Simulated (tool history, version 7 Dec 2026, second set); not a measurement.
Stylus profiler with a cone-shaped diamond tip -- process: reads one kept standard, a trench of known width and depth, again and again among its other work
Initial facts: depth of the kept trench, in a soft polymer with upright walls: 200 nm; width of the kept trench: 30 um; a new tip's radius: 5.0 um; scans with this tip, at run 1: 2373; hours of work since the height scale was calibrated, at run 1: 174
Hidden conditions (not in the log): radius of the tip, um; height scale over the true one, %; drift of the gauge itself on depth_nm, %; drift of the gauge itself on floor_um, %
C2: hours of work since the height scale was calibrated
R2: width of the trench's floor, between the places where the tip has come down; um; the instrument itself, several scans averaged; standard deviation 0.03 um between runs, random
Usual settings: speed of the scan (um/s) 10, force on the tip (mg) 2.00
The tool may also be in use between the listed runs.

Run 1, hour 0.0: usual settings; scans with this tip 2373; C2 174. Result: depth of the trench (Å) 2009.1, R2 27.08 um.
Run 2, hour 14.8: usual settings but speed of the scan (um/s) 9; scans with this tip 2474; C2 181. Result: depth of the trench (Å) 2009.9, R2 27.10 um.
Run 3, hour 32.7: usual settings but speed of the scan (um/s) 9; scans with this tip 2597; C2 190. Result: depth of the trench (Å) 2007.9, R2 27.10 um.
Run 4, hour 50.2: usual settings but speed of the scan (um/s) 9, force on the tip (mg) 0.70; scans with this tip 2716; C2 199. Result: depth of the trench (Å) 2003.0, R2 27.05 um.
Run 5, hour 58.5: usual settings but speed of the scan (um/s) 35, force on the tip (mg) 0.70; scans with this tip 2774; C2 203. Result: depth of the trench (Å) 2003.3, R2 26.90 um.
Run 6, hour 69.5: usual settings but speed of the scan (um/s) 3, force on the tip (mg) 0.74; scans with this tip 2848; C2 209. Result: depth of the trench (Å) 2003.7, R2 27.05 um.
Run 7, hour 80.7: usual settings but speed of the scan (um/s) 2, force on the tip (mg) 5.20; scans with this tip 2925; C2 214. Result: depth of the trench (Å) 2018.6, R2 27.11 um.
Run 8, hour 91.4: usual settings but speed of the scan (um/s) 21, force on the tip (mg) 1.61; scans with this tip 2999; C2 220. Result: depth of the trench (Å) 2006.6, R2 26.97 um.
Run 9, hour 106.2: usual settings but speed of the scan (um/s) 21, force on the tip (mg) 1.61; scans with this tip 3100; C2 227. Result: depth of the trench (Å) 2005.9, R2 27.04 um.
Run 10, hour 119.8: usual settings but speed of the scan (um/s) 21, force on the tip (mg) 1.61; scans with this tip 3193; C2 234. Result: depth of the trench (Å) 2006.2, R2 27.02 um.

Table of differences, measured result less the result of that run with no hidden state. Run-to-run variation is the same in both. Gauge scatter possibly is not:
run  depth of the trench (Å)     R2
  1                     -2.0  -0.08
  2                     -2.0  -0.08
  3                     -2.1  -0.09
  4                     -2.2  -0.10
  5                     -2.2  -0.09
  6                     -2.3  -0.09
  7                     -2.3  -0.10
  8                     -2.3  -0.10
  9                     -2.4  -0.10
 10                     -2.5  -0.11

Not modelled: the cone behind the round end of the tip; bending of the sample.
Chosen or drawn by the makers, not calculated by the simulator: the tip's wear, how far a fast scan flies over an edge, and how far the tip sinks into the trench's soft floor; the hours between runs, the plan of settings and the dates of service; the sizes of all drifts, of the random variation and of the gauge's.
